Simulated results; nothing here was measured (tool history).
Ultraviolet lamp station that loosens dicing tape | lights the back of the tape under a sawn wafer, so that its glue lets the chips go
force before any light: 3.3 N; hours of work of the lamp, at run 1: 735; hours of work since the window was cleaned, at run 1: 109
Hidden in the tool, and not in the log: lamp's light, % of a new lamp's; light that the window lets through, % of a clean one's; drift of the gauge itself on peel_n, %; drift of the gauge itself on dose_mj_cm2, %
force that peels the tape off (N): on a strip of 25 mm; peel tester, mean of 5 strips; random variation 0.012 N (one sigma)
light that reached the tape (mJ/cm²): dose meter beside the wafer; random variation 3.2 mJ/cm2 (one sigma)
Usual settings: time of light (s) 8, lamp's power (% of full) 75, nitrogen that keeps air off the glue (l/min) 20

| run | hour | time of light (s) | lamp's power (% of full) | nitrogen that keeps air off the glue (l/min) | hours of work of the lamp | hours of work since the window was cleaned | force that peels the tape off (N) | light that reached the tape (mJ/cm²) |
|---|---|---|---|---|---|---|---|---|
| 1 | 0.0 | 8 | 75 | 20 | 735 | 109 | 0.529 | 500 |
| 2 | 26.4 | 8 | 75 | 20 | 751 | 125 | 0.542 | 503 |
| 3 | 55.7 | 8 | 75 | 20 | 769 | 143 | 0.546 | 500 |
| 4 | 81.3 | 8 | 75 | 20 | 785 | 158 | 0.540 | 503 |
| 5 | 99.4 | 8 | 75 | 20 | 796 | 170 | 0.556 | 502 |
| 6 | 133.2 | 14 | 75 | 20 | 816 | 190 | 0.228 | 877 |
| 7 | 163.5 | 14 | 75 | 20 | 835 | 209 | 0.247 | 878 |
| 8 | 185.2 | 8 | 75 | 36 | 848 | 222 | 0.385 | 500 |
| 9 | 210.2 | 8 | 75 | 36 | 863 | 237 | 0.401 | 504 |
| 10 | 241.7 | 8 | 75 | 36 | 883 | 257 | 0.390 | 497 |
|  | 253.3 | window cleaned of glue's vapour |
| 11 | 273.4 | 11 | 75 | 36 | 902 | 12 | 0.240 | 690 |
| 12 | 293.1 | 11 | 75 | 36 | 914 | 24 | 0.238 | 688 |
| 13 | 324.2 | 11 | 75 | 36 | 933 | 43 | 0.252 | 687 |
| 14 | 355.0 | 11 | 75 | 36 | 952 | 62 | 0.235 | 690 |
| 15 | 381.9 | 11 | 75 | 36 | 968 | 79 | 0.244 | 691 |
| 16 | 407.7 | 8 | 75 | 20 | 984 | 95 | 0.530 | 505 |
| 17 | 439.0 | 8 | 75 | 20 | 1003 | 114 | 0.539 | 497 |
| 18 | 462.2 | 8 | 75 | 20 | 1017 | 128 | 0.544 | 497 |
| 19 | 492.1 | 8 | 75 | 7 | 1036 | 146 | 0.987 | 505 |
| 20 | 508.9 | 8 | 75 | 20 | 1046 | 156 | 0.550 | 499 |
| 21 | 544.3 | 8 | 75 | 20 | 1068 | 178 | 0.545 | 500 |
| 22 | 566.1 | 8 | 75 | 20 | 1081 | 191 | 0.524 | 500 |
| 23 | 584.6 | 5 | 75 | 6 | 1092 | 203 | 1.553 | 316 |
| 24 | 617.9 | 5 | 75 | 6 | 1113 | 223 | 1.594 | 315 |
| 25 | 632.9 | 8 | 61 | 13 | 1122 | 232 | 0.941 | 413 |
| 26 | 665.8 | 8 | 61 | 11 | 1142 | 252 | 0.954 | 407 |
|  | 686.1 | window cleaned of glue's vapour |
| 27 | 689.5 | 8 | 75 | 37 | 1156 | 2 | 0.377 | 493 |
| 28 | 722.8 | 8 | 75 | 8 | 1177 | 22 | 0.904 | 498 |
| 29 | 748.2 | 9 | 63 | 30 | 1192 | 38 | 0.460 | 471 |
| 30 | 768.2 | 5 | 93 | 29 | 1204 | 50 | 0.644 | 387 |
| 31 | 801.6 | 8 | 75 | 20 | 1225 | 71 | 0.553 | 498 |
| 32 | 827.7 | 4 | 78 | 8 | 1241 | 87 | 1.621 | 260 |
| 33 | 856.6 | 8 | 70 | 20 | 1258 | 104 | 0.601 | 467 |
| 34 | 879.0 | 6 | 75 | 20 | 1272 | 118 | 0.802 | 373 |
| 35 | 909.8 | 8 | 75 | 19 | 1291 | 137 | 0.534 | 499 |
| 36 | 927.3 | 4 | 77 | 15 | 1302 | 148 | 1.348 | 258 |
| 37 | 943.6 | 5 | 86 | 9 | 1312 | 158 | 1.220 | 358 |
| 38 | 978.3 | 5 | 86 | 9 | 1333 | 179 | 1.249 | 360 |
| 39 | 995.3 | 5 | 86 | 9 | 1343 | 189 | 1.200 | 363 |
| 40 | 1016.7 | 5 | 86 | 29 | 1356 | 202 | 0.726 | 359 |
| 41 | 1031.5 | 5 | 86 | 29 | 1366 | 211 | 0.724 | 358 |
| 42 | 1062.7 | 8 | 75 | 6 | 1385 | 230 | 1.039 | 496 |
| 43 | 1077.8 | 10 | 77 | 14 | 1394 | 240 | 0.462 | 643 |

4 ways to go on from here, each from the tool as it stands after run 43. What would each give?
| A | 1112.5 | 7 | 74 | 31 | 1415 | 261 | ? | ? |
| B | 1112.5 | 5 | 90 | 15 | 1415 | 261 | ? | ? |
| C | 1112.5 | 8 | 72 | 20 | 1415 | 261 | ? | ? |
| D | 1112.5 | 8 | 87 | 31 | 1415 | 261 | ? | ? |

| run | force that peels the tape off (N) | light that reached the tape (mJ/cm²) |
|---|---|---|
| A | 0.515 | 433 |
| B | 0.935 | 372 |
| C | 0.586 | 483 |
| D | 0.328 | 577 |
Without the tool's hidden state the same runs would have given:
| run | force that peels the tape off (N) | light that reached the tape (mJ/cm²) |
|---|---|---|
| A | 0.511 | 435 |
| B | 0.930 | 374 |
| C | 0.582 | 485 |
| D | 0.326 | 579 |
